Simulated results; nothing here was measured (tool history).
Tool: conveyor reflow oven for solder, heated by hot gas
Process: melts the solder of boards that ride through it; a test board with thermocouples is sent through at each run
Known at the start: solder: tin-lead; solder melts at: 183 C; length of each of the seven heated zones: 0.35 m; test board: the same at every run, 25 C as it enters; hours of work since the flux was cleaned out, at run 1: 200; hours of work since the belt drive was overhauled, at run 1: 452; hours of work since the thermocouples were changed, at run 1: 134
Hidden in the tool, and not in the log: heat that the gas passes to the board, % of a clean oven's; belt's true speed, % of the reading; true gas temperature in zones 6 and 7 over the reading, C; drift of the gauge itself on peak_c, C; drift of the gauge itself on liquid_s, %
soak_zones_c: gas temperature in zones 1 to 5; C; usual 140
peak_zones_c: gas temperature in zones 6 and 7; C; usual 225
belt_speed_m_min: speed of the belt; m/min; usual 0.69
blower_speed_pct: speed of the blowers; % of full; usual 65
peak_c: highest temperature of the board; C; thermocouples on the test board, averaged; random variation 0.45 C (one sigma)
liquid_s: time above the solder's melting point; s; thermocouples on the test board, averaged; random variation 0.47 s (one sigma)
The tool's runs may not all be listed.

run	day	soak_zones_c	peak_zones_c	belt_speed_m_min	blower_speed_pct	hours of work since the flux was cleaned out	hours of work since the belt drive was overhauled	hours of work since the thermocouples were changed	peak_c	liquid_s
1	0	140	225	0.69	65	200	452	134	208.9	40.9
2	1.017	140	225	0.591	65	216	467	149	213.6	53.2
3	1.762	140	225	0.591	65	227	479	161	214.4	52.7
4	3.217	140	225	0.591	65	250	501	183	214.1	52.5
5	4.179	140	225	0.591	65	264	516	198	213.4	52.9
6	5.521	140	225	0.591	65	285	537	218	213.8	52.9
7	6.85	140	225	0.674	73	305	557	239	212.6	44.1
8	7.512	140	225	0.674	73	316	567	249	211.5	44
9	8.825	146	222	0.803	60	336	587	269	201.4	29.7
10	9.525	140	234	0.656	65	346	598	280	218	49.8

4 ways to go on from here, each from the tool as it stands after run 10. What would each give?
# day 10.329: flux residue cleaned out of gas plates and filters
A	11.304	141	240	0.576	65	15	622	304	?	?
# day 10.329: flux residue cleaned out of gas plates and filters
B	11.304	140	240	0.809	65	15	622	304	?	?
# day 10.329: flux residue cleaned out of gas plates and filters
C	11.304	143	215	0.69	65	15	622	304	?	?
# day 10.329: flux residue cleaned out of gas plates and filters
D	11.304	126	234	0.656	65	15	622	304	?	?

run	peak_c	liquid_s
A	228.1	62.4
B	217.4	37.9
C	201.7	35
D	216.6	44.1
Without the tool's hidden state the same runs would have given:
run	peak_c	liquid_s
A	228.1	62.4
B	217.4	37.9
C	201.8	35
D	216.7	44.1
